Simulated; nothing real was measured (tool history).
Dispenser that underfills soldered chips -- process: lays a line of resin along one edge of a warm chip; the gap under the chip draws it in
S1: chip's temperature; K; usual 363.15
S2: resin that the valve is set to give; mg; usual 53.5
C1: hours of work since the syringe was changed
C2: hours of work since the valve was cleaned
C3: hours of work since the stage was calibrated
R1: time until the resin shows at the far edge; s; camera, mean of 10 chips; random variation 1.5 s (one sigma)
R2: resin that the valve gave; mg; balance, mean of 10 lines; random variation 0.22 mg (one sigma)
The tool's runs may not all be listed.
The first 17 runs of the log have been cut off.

At hour 150.6: new syringe of resin.
Run 18, hour 151.7: usual settings but S1 375.15 K; C1 1; C2 62; C3 340. Result: R1 95.7 s, R2 50.12 mg.
At hour 160.3: new syringe of resin.
Run 19, hour 162.9: usual settings but S1 375.15 K; C1 2; C2 71; C3 348. Result: R1 104.5 s, R2 50.03 mg.
At hour 169.9: new syringe of resin.
Run 20, hour 171.4: usual settings but S1 366.15 K, S2 54.1 mg; C1 1; C2 77; C3 354. Result: R1 150.8 s, R2 49.84 mg.
At hour 180: new syringe of resin.
Run 21, hour 183.5: usual settings but S1 366.15 K, S2 49.6 mg; C1 3; C2 85; C3 363. Result: R1 173.8 s, R2 45.48 mg.
At hour 190: new syringe of resin.
Run 22, hour 190.3: usual settings but S1 371.15 K, S2 57.6 mg; C1 0; C2 90; C3 368. Result: R1 106 s, R2 52.87 mg.
At hour 199.6: new syringe of resin.
Run 23, hour 201.4: usual settings but S1 364.15 K, S2 49.6 mg; C1 1; C2 98; C3 376. Result: R1 174.1 s, R2 44.75 mg.
At hour 203.9: dispensing valve cleaned and set on the balance.
At hour 210.4: new syringe of resin.
Run 24, hour 210.4: usual settings but S1 378.15 K, S2 46.1 mg; C1 0; C2 5; C3 382. Result: R1 80.2 s, R2 45.88 mg.
Run 25, hour 215.4: usual settings but S1 365.15 K, S2 53.9 mg; C1 4; C2 8; C3 385. Result: R1 198.8 s, R2 53.7 mg.
At hour 220.4: new syringe of resin.
Run 26, hour 222.3: usual settings but S1 365.15 K, S2 53.9 mg; C1 1; C2 13; C3 390. Result: R1 161.6 s, R2 53.41 mg.
At hour 229.9: new syringe of resin.
Run 27, hour 229.9: usual settings but S1 365.15 K, S2 53.9 mg; C1 0; C2 19; C3 396. Result: R1 140.8 s, R2 53.28 mg.
At hour 239.2: new syringe of resin.
Run 28, hour 241.7: usual settings but S1 365.15 K, S2 53.9 mg; C1 2; C2 27; C3 404. Result: R1 165.5 s, R2 52.74 mg.
Run 29, hour 247.6: usual settings but S1 365.15 K, S2 53.9 mg; C1 6; C2 31; C3 408. Result: R1 245.5 s, R2 52.09 mg.
At hour 249: new syringe of resin.
At hour 258.8: new syringe of resin.
Run 30, hour 259.8: usual settings but S1 373.15 K, S2 59.6 mg; C1 1; C2 40; C3 417. Result: R1 104.9 s, R2 57.9 mg.
Run 31, hour 265.4: usual settings but S1 373.15 K, S2 59.6 mg; C1 5; C2 44; C3 421. Result: R1 150.9 s, R2 56.79 mg.
At hour 268: new syringe of resin.
Run 32, hour 272.8: usual settings but S1 374.15 K, S2 60 mg; C1 4; C2 49; C3 426. Result: R1 126.4 s, R2 57.13 mg.
At hour 278: new syringe of resin.
Run 33, hour 279.1: usual settings but S1 374.15 K, S2 60 mg; C1 1; C2 54; C3 431. Result: R1 98.5 s, R2 56.94 mg.
At hour 287.3: new syringe of resin.
Run 34, hour 288.9: usual settings but S1 349.15 K, S2 54.6 mg; C1 1; C2 61; C3 438. Result: R1 362.4 s, R2 51.36 mg.
At hour 297.3: new syringe of resin.
Run 35, hour 297.6: usual settings but S1 372.15 K, S2 53.9 mg; C1 0; C2 67; C3 444. Result: R1 102.7 s, R2 50.65 mg.

Predict each of these 3 candidate next runs independently; none follows another, all start after run 35:
At hour 307.3: new syringe of resin.
Run A, hour 308.7: usual settings but S2 68.2 mg; C1 1; C2 75; C3 452. Result: R1 ?, R2 ?.
At hour 307.3: new syringe of resin.
Run B, hour 308.7: usual settings but S1 368.15 K, S2 59 mg; C1 1; C2 75; C3 452. Result: R1 ?, R2 ?.
At hour 307.3: new syringe of resin.
Run C, hour 308.7: usual settings but S2 55.4 mg; C1 1; C2 75; C3 452. Result: R1 ?, R2 ?.

run     R1     R2
  A  168.9  63.34
  B  135.4  54.83
  C  176.1  51.41
With no hidden state in the tool, these same runs would have given:
run     R1     R2
  A  142.1  68.04
  B  113.5   58.9
  C    147  55.23

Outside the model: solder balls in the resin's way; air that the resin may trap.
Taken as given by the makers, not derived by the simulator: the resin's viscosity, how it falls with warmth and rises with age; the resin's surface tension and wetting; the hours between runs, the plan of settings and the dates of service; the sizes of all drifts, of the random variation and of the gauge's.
